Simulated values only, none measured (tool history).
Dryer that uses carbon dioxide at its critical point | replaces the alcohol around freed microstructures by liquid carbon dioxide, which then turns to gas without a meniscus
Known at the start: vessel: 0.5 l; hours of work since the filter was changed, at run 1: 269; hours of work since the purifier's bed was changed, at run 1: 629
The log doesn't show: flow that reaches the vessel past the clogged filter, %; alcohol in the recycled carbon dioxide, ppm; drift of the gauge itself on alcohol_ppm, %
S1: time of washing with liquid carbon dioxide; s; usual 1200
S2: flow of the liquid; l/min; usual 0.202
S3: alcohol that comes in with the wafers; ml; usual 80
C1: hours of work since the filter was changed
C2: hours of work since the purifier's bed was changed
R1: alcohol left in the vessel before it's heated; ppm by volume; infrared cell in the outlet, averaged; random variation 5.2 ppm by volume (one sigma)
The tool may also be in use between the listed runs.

run 1 day=0 | S1=1200 S2=0.202 S3=80 | C1=269 C2=629 | R1=284
run 2 day=1.783 | S1=1200 S2=0.202 S3=80 | C1=284 C2=644 | R1=293
run 3 day=3.888 | S1=1200 S2=0.202 S3=80 | C1=302 C2=662 | R1=313
run 4 day=5.992 | S1=1020 S2=0.202 S3=80 | C1=319 C2=680 | R1=564
run 5 day=7.271 | S1=840 S2=0.202 S3=80 | C1=330 C2=691 | R1=1372
run 6 day=8.333 | S1=1200 S2=0.279 S3=80 | C1=339 C2=700 | R1=173
-- day=8.612 inlet filter changed
run 7 day=9.488 | S1=1200 S2=0.202 S3=80 | C1=7 C2=709 | R1=274
run 8 day=10.933 | S1=1200 S2=0.202 S3=80 | C1=20 C2=721 | R1=290
run 9 day=13.133 | S1=1200 S2=0.202 S3=80 | C1=38 C2=740 | R1=278
run 10 day=14.35 | S1=1200 S2=0.202 S3=80 | C1=48 C2=750 | R1=275
run 11 day=16.725 | S1=1200 S2=0.202 S3=80 | C1=68 C2=770 | R1=302
run 12 day=18.317 | S1=720 S2=0.202 S3=80 | C1=82 C2=784 | R1=2256
run 13 day=20.296 | S1=720 S2=0.202 S3=80 | C1=99 C2=800 | R1=2254
run 14 day=22.588 | S1=720 S2=0.202 S3=80 | C1=118 C2=820 | R1=2325
run 15 day=25.15 | S1=1200 S2=0.129 S3=80 | C1=139 C2=841 | R1=1784
run 16 day=26.983 | S1=960 S2=0.202 S3=80 | C1=155 C2=857 | R1=744
run 17 day=28.212 | S1=960 S2=0.202 S3=80 | C1=165 C2=867 | R1=741
run 18 day=30.504 | S1=960 S2=0.202 S3=80 | C1=185 C2=886 | R1=734
run 19 day=32.517 | S1=960 S2=0.174 S3=80 | C1=202 C2=903 | R1=1414
run 20 day=35.133 | S1=1200 S2=0.202 S3=80 | C1=224 C2=925 | R1=354
run 21 day=36.754 | S1=1200 S2=0.202 S3=80 | C1=237 C2=939 | R1=349
run 22 day=38.812 | S1=1200 S2=0.142 S3=80 | C1=255 C2=956 | R1=1351
run 23 day=41.362 | S1=1200 S2=0.142 S3=88 | C1=276 C2=978 | R1=1479
run 24 day=42.808 | S1=1320 S2=0.252 S3=25 | C1=288 C2=990 | R1=233
run 25 day=44.058 | S1=1320 S2=0.252 S3=25 | C1=299 C2=1001 | R1=239
run 26 day=45.896 | S1=1320 S2=0.252 S3=25 | C1=314 C2=1016 | R1=226
run 27 day=47.312 | S1=1320 S2=0.252 S3=25 | C1=326 C2=1028 | R1=249
-- day=49.104 inlet filter changed
run 28 day=49.754 | S1=1320 S2=0.166 S3=80 | C1=5 C2=1048 | R1=439
run 29 day=51.312 | S1=1200 S2=0.125 S3=51 | C1=19 C2=1061 | R1=1329
-- day=51.942 purifier's bed changed
run 30 day=52.838 | S1=1200 S2=0.166 S3=41 | C1=30 C2=8 | R1=209
run 31 day=54.638 | S1=1200 S2=0.166 S3=41 | C1=46 C2=23 | R1=211
run 32 day=56.908 | S1=1200 S2=0.166 S3=41 | C1=65 C2=42 | R1=216
run 33 day=59.521 | S1=1200 S2=0.166 S3=41 | C1=87 C2=64 | R1=224
run 34 day=61.079 | S1=1200 S2=0.166 S3=41 | C1=100 C2=77 | R1=245
run 35 day=63.421 | S1=900 S2=0.166 S3=41 | C1=120 C2=97 | R1=989
run 36 day=64.746 | S1=1740 S2=0.22 S3=80 | C1=131 C2=108 | R1=23
run 37 day=66.879 | S1=1200 S2=0.202 S3=26 | C1=149 C2=126 | R1=71
run 38 day=69.438 | S1=1200 S2=0.128 S3=27 | C1=170 C2=148 | R1=613
run 39 day=70.525 | S1=1080 S2=0.128 S3=89 | C1=180 C2=157 | R1=2962
run 40 day=72.554 | S1=840 S2=0.322 S3=52 | C1=197 C2=174 | R1=85
run 41 day=73.946 | S1=780 S2=0.13 S3=55 | C1=208 C2=186 | R1=5523
run 42 day=75.092 | S1=780 S2=0.13 S3=55 | C1=218 C2=195 | R1=5632
run 43 day=76.888 | S1=780 S2=0.13 S3=55 | C1=233 C2=210 | R1=5829
run 44 day=78.788 | S1=780 S2=0.13 S3=55 | C1=249 C2=226 | R1=5775
run 45 day=79.962 | S1=1080 S2=0.202 S3=74 | C1=259 C2=236 | R1=324
run 46 day=82.404 | S1=1860 S2=0.133 S3=41 | C1=280 C2=257 | R1=135

4 ways to go on from here, each from the tool as it stands after run 46. What would each give?
run A day=83.512 | S1=840 S2=0.202 S3=34 | C1=289 C2=266 | R1=?
run B day=83.512 | S1=1080 S2=0.26 S3=119 | C1=289 C2=266 | R1=?
run C day=83.512 | S1=1140 S2=0.202 S3=115 | C1=289 C2=266 | R1=?
run D day=83.512 | S1=1200 S2=0.124 S3=80 | C1=289 C2=266 | R1=?

run=A R1=599
run=B R1=144
run=C R1=369
run=D R1=2212
Without the tool's hidden state the same runs would have given:
run=A R1=406
run=B R1=53
run=C R1=210
run=D R1=1676

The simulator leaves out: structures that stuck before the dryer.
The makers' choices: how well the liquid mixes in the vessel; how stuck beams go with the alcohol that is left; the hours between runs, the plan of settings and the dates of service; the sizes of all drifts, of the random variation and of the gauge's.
